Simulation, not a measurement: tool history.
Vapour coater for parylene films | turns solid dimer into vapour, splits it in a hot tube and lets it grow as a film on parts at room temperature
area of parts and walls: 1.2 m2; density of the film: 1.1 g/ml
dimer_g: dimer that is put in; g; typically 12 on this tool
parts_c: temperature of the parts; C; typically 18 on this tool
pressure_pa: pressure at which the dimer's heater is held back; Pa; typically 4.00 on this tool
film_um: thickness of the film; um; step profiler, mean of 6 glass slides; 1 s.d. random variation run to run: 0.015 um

run	hour	dimer_g	parts_c	pressure_pa	film_um
1	0.0	12	18	4.00	5.00
2	36.0	12	18	4.00	4.98
3	55.8	12	18	4.00	5.00
4	87.8	12	18	4.00	4.95
5	119.2	12	18	4.00	4.95
6	140.1	12	12	4.00	5.58
7	164.8	12	18	4.00	4.93
8	189.2	12	18	4.00	4.93
9	227.3	12	18	9.75	4.48
10	251.0	7	18	4.00	2.86
11	278.2	7	18	4.00	2.83
12	302.1	7	18	4.00	2.85
13	335.9	12	15	10.48	4.67

Predict the results of run 14:
14	358.0	12	19	10.45	?

film_um: 4.32 um
Without the tool's hidden state the same run would have given film_um 4.44 um.
